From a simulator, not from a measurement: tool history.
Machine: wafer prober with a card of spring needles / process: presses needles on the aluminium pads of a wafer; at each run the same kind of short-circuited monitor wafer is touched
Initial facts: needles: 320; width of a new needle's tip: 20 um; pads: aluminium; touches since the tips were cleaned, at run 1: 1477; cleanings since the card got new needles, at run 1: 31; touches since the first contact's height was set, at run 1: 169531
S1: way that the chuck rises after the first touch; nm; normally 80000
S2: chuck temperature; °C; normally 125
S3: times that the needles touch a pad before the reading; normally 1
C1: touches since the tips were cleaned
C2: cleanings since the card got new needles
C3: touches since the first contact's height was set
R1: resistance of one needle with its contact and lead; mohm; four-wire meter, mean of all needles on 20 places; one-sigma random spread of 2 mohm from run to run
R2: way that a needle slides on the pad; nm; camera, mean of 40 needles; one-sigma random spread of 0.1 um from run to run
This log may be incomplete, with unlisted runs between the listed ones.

Run 1, hour 0: usual settings; C1 1477; C2 31; C3 169531. Result: R1 236 mohm, R2 16750 nm.
Run 2, hour 11.7: usual settings but S1 68000 nm; C1 4370; C2 31; C3 172424. Result: R1 275 mohm, R2 14380 nm.
At hour 14.1: tips cleaned on abrasive film.
Run 3, hour 27.1: usual settings but S3 2; C1 3207; C2 32; C3 176215. Result: R1 245 mohm, R2 16990 nm.
At hour 34.1: tips cleaned on abrasive film.
Run 4, hour 47.3: usual settings but S3 2; C1 3272; C2 33; C3 181200. Result: R1 236 mohm, R2 17020 nm.
At hour 54.9: tips cleaned on abrasive film.
Run 5, hour 58.5: usual settings; C1 893; C2 34; C3 183958. Result: R1 232 mohm, R2 17100 nm.
Run 6, hour 70.3: usual settings; C1 3814; C2 34; C3 186879. Result: R1 259 mohm, R2 17290 nm.
At hour 76.2: tips cleaned on abrasive film.
Run 7, hour 88.7: usual settings; C1 3112; C2 35; C3 191415. Result: R1 255 mohm, R2 16920 nm.
At hour 95.9: tips cleaned on abrasive film.
Run 8, hour 100.8: usual settings but S1 95000 nm, S2 75 °C, S3 3; C1 1212; C2 36; C3 194377. Result: R1 216 mohm, R2 20210 nm.
At hour 116.5: tips cleaned on abrasive film.
Run 9, hour 119.6: usual settings but S1 62000 nm, S2 54 °C, S3 2; C1 777; C2 37; C3 199020. Result: R1 226 mohm, R2 13090 nm.
Run 10, hour 133.3: usual settings but S1 62000 nm, S2 54 °C, S3 2; C1 4179; C2 37; C3 202422. Result: R1 253 mohm, R2 12930 nm.
At hour 136.6: tips cleaned on abrasive film.
Run 11, hour 150.2: usual settings but S2 76 °C, S3 2; C1 3363; C2 38; C3 206570. Result: R1 231 mohm, R2 17000 nm.
At hour 157.5: tips cleaned on abrasive film.
Run 12, hour 174.9: usual settings but S1 81000 nm, S2 58 °C, S3 2; C1 4304; C2 39; C3 212664. Result: R1 231 mohm, R2 17330 nm.
At hour 178.1: tips cleaned on abrasive film.
Run 13, hour 195.2: usual settings but S1 76000 nm, S2 60 °C; C1 4255; C2 40; C3 217686. Result: R1 259 mohm, R2 16060 nm.

Selected run-to-run steps in R1, each split into two signed amounts: the part the tool would show with no hidden state at all (from settings, incoming material and random variation), and the remainder, which goes to the hidden state together with any gauge scatter not common to the measured and the hidden-state-free results:
The hidden state here: debris on the tips, nm; way that the needles fall short of the set height, um; tips' diameter, um; drift of the gauge itself on contact_mohm, %; drift of the gauge itself on scrub_um, %.
Run 1 -> 2: S1 80000 -> 68000. R1 +39 mohm: hidden state +33, all else +6.

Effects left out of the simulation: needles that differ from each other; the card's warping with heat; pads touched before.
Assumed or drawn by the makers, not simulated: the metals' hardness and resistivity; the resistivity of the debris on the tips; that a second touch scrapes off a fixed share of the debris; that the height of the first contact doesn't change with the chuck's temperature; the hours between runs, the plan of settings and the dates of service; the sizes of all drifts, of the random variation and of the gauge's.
